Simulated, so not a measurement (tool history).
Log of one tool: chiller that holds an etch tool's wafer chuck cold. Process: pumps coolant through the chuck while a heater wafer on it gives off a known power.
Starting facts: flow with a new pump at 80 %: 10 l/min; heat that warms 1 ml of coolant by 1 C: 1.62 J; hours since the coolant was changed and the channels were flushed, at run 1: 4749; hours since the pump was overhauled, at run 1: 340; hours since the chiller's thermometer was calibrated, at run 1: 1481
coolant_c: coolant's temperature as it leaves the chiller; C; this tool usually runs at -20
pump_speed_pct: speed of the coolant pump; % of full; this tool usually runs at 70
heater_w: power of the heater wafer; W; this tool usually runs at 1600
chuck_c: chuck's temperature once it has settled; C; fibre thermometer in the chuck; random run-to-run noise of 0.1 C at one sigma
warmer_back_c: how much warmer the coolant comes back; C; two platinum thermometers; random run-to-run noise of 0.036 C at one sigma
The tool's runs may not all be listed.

run,hour,coolant_c,pump_speed_pct,heater_w,hours since the coolant was changed and the channels were flushed,hours since the pump was overhauled,hours since the chiller's thermometer was calibrated,chuck_c,warmer_back_c
1,0,-20,70,1600,4749,340,1481,-2.5,6.84
2,98.4,-20,77,1600,4848,439,1579,-4.2,6.16
3,203.3,-20,71,1600,4952,543,1684,-2.7,6.75
4,271.2,-20,71,1600,5020,611,1752,-2.8,6.77
5,324.8,-20,71,1600,5074,665,1806,-2.6,6.71
6,406,-20,79,1600,5155,746,1887,-4.4,6.11
7,500.7,-20,70,1600,5250,841,1982,-2.3,6.9
8,587.2,-20,70,1600,5336,927,2068,-2.3,6.92
9,643,-27,70,1600,5392,983,2124,-9.6,6.94
10,734,-27,70,1600,5483,1074,2215,-9.6,6.93
11,826.9,-27,70,1600,5576,1167,2308,-9.3,6.86
12,942.7,-27,70,1600,5692,1283,2424,-9.2,6.91
13,1034.8,-27,70,1600,5784,1375,2516,-9.5,6.83
14,1118.7,-28,70,1600,5868,1459,2600,-10.4,6.83
15,1184.7,-28,70,1600,5934,1525,2666,-10.6,6.82
16,1290.3,-28,70,1600,6040,1631,2771,-10.4,6.9
17,1389.8,-13,70,1600,6139,1730,2871,4.6,6.98
18,1459.3,-17,87,1556,6208,1799,2940,-3.3,5.24
19,1528.2,-23,79,2278,6277,1868,3009,-0.6,8.62
20,1605.4,-23,60,820,6355,1946,3086,-12.5,4.2
21,1679.9,-11,99,1600,6429,2020,3161,1.5,4.65
22,1745.3,-20,89,2377,6494,2086,3226,0.8,7.81
23,1839.8,-29,70,884,6589,2180,3321,-19.4,3.8
24,1900.5,-29,70,884,6650,2241,3382,-19.3,3.74
25,2001.1,-29,70,960,6750,2341,3482,-18.4,4.16
26,2105.9,-21,67,1600,6855,2446,3587,-2.7,7.22
27,2218.1,-21,75,1933,6967,2558,3699,-1.1,7.68
28,2333.9,-20,88,992,7083,2674,3815,-11.3,3.32
# hour 2385.4: coolant changed, channels flushed
29,2412,-29,70,919,27,2746,3887,-19,4.01
30,2530.6,-29,70,919,145,2865,4006,-18.9,3.93
31,2632.2,-19,70,919,247,2966,4107,-9,3.92

5 options for the next run, each taken on its own from the tool as it stands now. Forecast them:
A,2724,-19,82,1472,339,3058,4199,?,?
B,2724,-19,70,2278,339,3058,4199,?,?
C,2724,-20,81,1600,339,3058,4199,?,?
D,2724,-19,69,1730,339,3058,4199,?,?
E,2724,-19,84,1028,339,3058,4199,?,?

run,chuck_c,warmer_back_c
A,-5,5.36
B,6.1,9.81
C,-4.7,5.88
D,0,7.53
E,-9.7,3.61
With the hidden condition removed and each run's random variation left untouched, the same runs would have given:
run,chuck_c,warmer_back_c
A,-5,5.36
B,6.1,9.8
C,-4.7,5.88
D,0,7.53
E,-9.7,3.61

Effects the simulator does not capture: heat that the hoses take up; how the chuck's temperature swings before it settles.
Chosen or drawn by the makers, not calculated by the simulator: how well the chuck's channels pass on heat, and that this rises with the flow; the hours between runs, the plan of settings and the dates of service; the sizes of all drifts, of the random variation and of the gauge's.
